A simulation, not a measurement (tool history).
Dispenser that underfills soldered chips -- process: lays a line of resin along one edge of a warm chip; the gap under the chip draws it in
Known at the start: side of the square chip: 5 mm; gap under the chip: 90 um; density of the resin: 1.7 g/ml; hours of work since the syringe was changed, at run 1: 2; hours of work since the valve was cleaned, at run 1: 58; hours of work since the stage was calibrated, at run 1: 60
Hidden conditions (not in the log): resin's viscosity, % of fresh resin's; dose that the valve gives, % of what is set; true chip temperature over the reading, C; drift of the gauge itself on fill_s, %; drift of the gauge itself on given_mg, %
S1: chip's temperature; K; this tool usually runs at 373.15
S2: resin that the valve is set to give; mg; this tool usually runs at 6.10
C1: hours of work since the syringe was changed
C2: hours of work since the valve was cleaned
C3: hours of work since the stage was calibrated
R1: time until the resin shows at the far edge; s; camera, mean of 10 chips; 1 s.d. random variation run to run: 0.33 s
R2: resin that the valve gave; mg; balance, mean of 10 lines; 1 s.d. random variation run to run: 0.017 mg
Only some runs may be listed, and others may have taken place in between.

Run 1, hour 0.0: usual settings; C1 2; C2 58; C3 60. Result: R1 14.8 s, R2 5.95 mg.
At hour 6.7: dispensing valve cleaned and set on the balance.
Run 2, hour 9.1: usual settings; C1 8; C2 2; C3 67. Result: R1 22.3 s, R2 6.13 mg.
At hour 10.2: new syringe of resin.
Run 3, hour 15.8: usual settings but S1 376.15 K; C1 4; C2 7; C3 72. Result: R1 16.5 s, R2 6.09 mg.
At hour 21.2: new syringe of resin.
Run 4, hour 28.9: usual settings but S1 386.15 K; C1 6; C2 17; C3 82. Result: R1 13.5 s, R2 6.06 mg.
At hour 32.8: new syringe of resin.
Run 5, hour 40.4: usual settings but S1 386.15 K; C1 6; C2 26; C3 91. Result: R1 13.6 s, R2 6.01 mg.
At hour 44.3: new syringe of resin.
Run 6, hour 49.8: usual settings but S2 5.28 mg; C1 4; C2 33; C3 98. Result: R1 18.0 s, R2 5.23 mg.
At hour 55.6: new syringe of resin.
Run 7, hour 58.7: usual settings but S2 5.28 mg; C1 2; C2 40; C3 105. Result: R1 16.4 s, R2 5.20 mg.
At hour 66.7: new syringe of resin.
Run 8, hour 69.8: usual settings but S2 5.28 mg; C1 2; C2 49; C3 114. Result: R1 16.6 s, R2 5.16 mg.
At hour 77.8: new syringe of resin.
Run 9, hour 80.8: usual settings; C1 2; C2 57; C3 122. Result: R1 15.5 s, R2 5.94 mg.
Run 10, hour 86.0: usual settings; C1 7; C2 61; C3 126. Result: R1 20.3 s, R2 5.92 mg.
At hour 88.7: dispensing valve cleaned and set on the balance.
At hour 90.7: new syringe of resin.
Run 11, hour 94.3: usual settings; C1 3; C2 4; C3 132. Result: R1 16.2 s, R2 6.05 mg.
Run 12, hour 100.8: usual settings; C1 8; C2 9; C3 137. Result: R1 22.0 s, R2 6.05 mg.
At hour 102.2: new syringe of resin.
Run 13, hour 111.3: usual settings but S1 368.15 K, S2 7.35 mg; C1 7; C2 17; C3 145. Result: R1 24.0 s, R2 7.26 mg.
At hour 113.9: new syringe of resin.
Run 14, hour 118.9: usual settings but S1 385.15 K, S2 5.88 mg; C1 4; C2 23; C3 151. Result: R1 13.1 s, R2 5.82 mg.
At hour 125.9: new syringe of resin.
Run 15, hour 128.3: usual settings but S1 365.15 K, S2 5.23 mg; C1 2; C2 30; C3 158. Result: R1 19.9 s, R2 5.14 mg.
At hour 137.2: new syringe of resin.
Run 16, hour 139.7: usual settings but S1 384.15 K, S2 5.25 mg; C1 2; C2 39; C3 167. Result: R1 12.0 s, R2 5.16 mg.
At hour 148.5: new syringe of resin.
Run 17, hour 151.8: usual settings but S1 379.15 K, S2 7.07 mg; C1 3; C2 49; C3 176. Result: R1 13.4 s, R2 6.93 mg.
At hour 159.9: new syringe of resin.
Run 18, hour 163.7: usual settings but S1 379.15 K, S2 7.07 mg; C1 3; C2 58; C3 185. Result: R1 13.5 s, R2 6.87 mg.
At hour 171.1: dispensing valve cleaned and set on the balance.
At hour 172.4: new syringe of resin.
Run 19, hour 172.5: usual settings but S1 385.15 K, S2 6.73 mg; C1 0; C2 1; C3 191. Result: R1 9.9 s, R2 6.73 mg.
Run 20, hour 182.5: usual settings but S1 386.15 K, S2 5.62 mg; C1 8; C2 9; C3 199. Result: R1 15.6 s, R2 5.58 mg.
At hour 183.7: new syringe of resin.
Run 21, hour 190.5: usual settings but S1 376.15 K, S2 5.23 mg; C1 5; C2 15; C3 205. Result: R1 17.5 s, R2 5.22 mg.
At hour 195.0: new syringe of resin.
Run 22, hour 197.2: usual settings but S1 377.15 K, S2 5.61 mg; C1 2; C2 20; C3 210. Result: R1 13.7 s, R2 5.57 mg.
At hour 206.9: new syringe of resin.
Run 23, hour 208.0: usual settings but S1 364.15 K, S2 6.36 mg; C1 1; C2 28; C3 219. Result: R1 18.6 s, R2 6.29 mg.

Consider 4 possible next runs. They are alternatives, not a sequence: every one starts from the tool as it was left by run 23. What does each give?
Run A, hour 214.2: usual settings but S1 360.15 K, S2 6.64 mg; C1 6; C2 33; C3 224. Result: R1 ?, R2 ?.
Run B, hour 214.2: usual settings but S1 375.15 K; C1 6; C2 33; C3 224. Result: R1 ?, R2 ?.
Run C, hour 214.2: usual settings but S2 6.27 mg; C1 6; C2 33; C3 224. Result: R1 ?, R2 ?.
Run D, hour 214.2: usual settings but S1 378.15 K, S2 7.68 mg; C1 6; C2 33; C3 224. Result: R1 ?, R2 ?.

run    R1    R2
  A  27.7  6.54
  B  17.8  5.98
  C  19.2  6.19
  D  16.1  7.59
Take away the tool's hidden state, keep each run's random variation, and the runs would have read:
run    R1    R2
  A  20.6  6.65
  B  13.3  6.08
  C  14.4  6.29
  D  12.0  7.71

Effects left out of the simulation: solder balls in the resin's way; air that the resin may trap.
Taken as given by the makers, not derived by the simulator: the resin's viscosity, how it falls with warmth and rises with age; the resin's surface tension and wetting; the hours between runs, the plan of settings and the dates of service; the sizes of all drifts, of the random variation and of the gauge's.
